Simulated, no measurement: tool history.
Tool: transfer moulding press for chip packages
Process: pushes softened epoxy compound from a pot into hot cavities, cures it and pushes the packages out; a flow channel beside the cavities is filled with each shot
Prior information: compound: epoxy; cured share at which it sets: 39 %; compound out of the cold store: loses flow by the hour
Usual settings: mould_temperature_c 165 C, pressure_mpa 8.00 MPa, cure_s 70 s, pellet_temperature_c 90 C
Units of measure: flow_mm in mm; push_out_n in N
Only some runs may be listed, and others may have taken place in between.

run,hour,mould_temperature_c,pressure_mpa,cure_s,pellet_temperature_c,incoming compound's hours out of the cold store,flow_mm,push_out_n
1,0.0,165,8.00,70,90,8.7,640,336
2,16.4,165,8.00,70,90,47.3,561,363
3,39.0,165,8.00,70,90,32.9,588,469
4,49.2,165,8.00,70,90,45.4,562,489
5,60.3,165,8.00,70,90,45.0,560,494
# hour 73.9: cavities cleaned with cleaning compound and waxed
6,80.2,165,8.00,70,90,8.6,631,629
7,98.7,165,9.60,70,90,35.0,631,581
8,121.6,165,9.60,70,90,32.2,636,568
# hour 128.4: cavities cleaned with cleaning compound and waxed, once more
9,134.4,165,8.00,70,92,14.6,613,364
10,157.0,165,8.00,70,92,8.4,624,471
# hour 166.9: plunger's sealing rings changed
11,172.4,173,8.00,70,92,44.0,562,335
12,183.2,173,8.00,70,92,11.2,624,334
# hour 204.1: cavities cleaned with cleaning compound and waxed
13,204.1,165,8.00,70,90,41.5,577,308
14,215.9,165,8.00,70,90,16.9,626,418
15,240.1,165,8.00,70,90,10.2,638,492
16,251.9,165,8.00,70,90,29.1,595,495
# hour 276.8: cavities cleaned with cleaning compound and waxed
17,276.8,159,6.04,99,88,36.7,514,233
18,298.4,159,6.04,99,88,20.6,540,319
19,318.1,171,9.18,78,88,30.0,616,328
20,333.2,169,9.18,78,88,20.4,640,364
21,344.0,167,9.45,54,94,41.4,606,783
# hour 349.8: cavities cleaned with cleaning compound and waxed
22,369.5,165,8.00,88,90,10.6,621,294
23,385.9,165,8.00,88,90,46.9,550,336
24,400.0,173,8.00,104,91,8.4,608,314
# hour 416.7: plunger's sealing rings changed
25,419.7,168,8.00,104,95,26.2,607,335
# hour 425.6: cavities cleaned with cleaning compound and waxed
26,432.4,172,8.13,70,82,9.0,639,263
27,457.1,170,6.27,76,97,11.8,556,315

5 ways to go on from here, each from the tool as it stands after run 27. What would each give?
A,482.1,170,6.27,81,85,9.1,?,?
B,482.1,164,6.27,76,90,28.7,?,?
C,482.1,168,8.00,70,80,18.0,?,?
D,482.1,165,7.63,92,89,31.9,?,?
E,482.1,170,7.02,66,97,19.0,?,?

run,flow_mm,push_out_n
A,557,350
B,533,451
C,618,459
D,580,325
E,571,412
Without the tool's hidden state the same runs would have given:
run,flow_mm,push_out_n
A,565,219
B,541,290
C,626,297
D,588,201
E,579,263

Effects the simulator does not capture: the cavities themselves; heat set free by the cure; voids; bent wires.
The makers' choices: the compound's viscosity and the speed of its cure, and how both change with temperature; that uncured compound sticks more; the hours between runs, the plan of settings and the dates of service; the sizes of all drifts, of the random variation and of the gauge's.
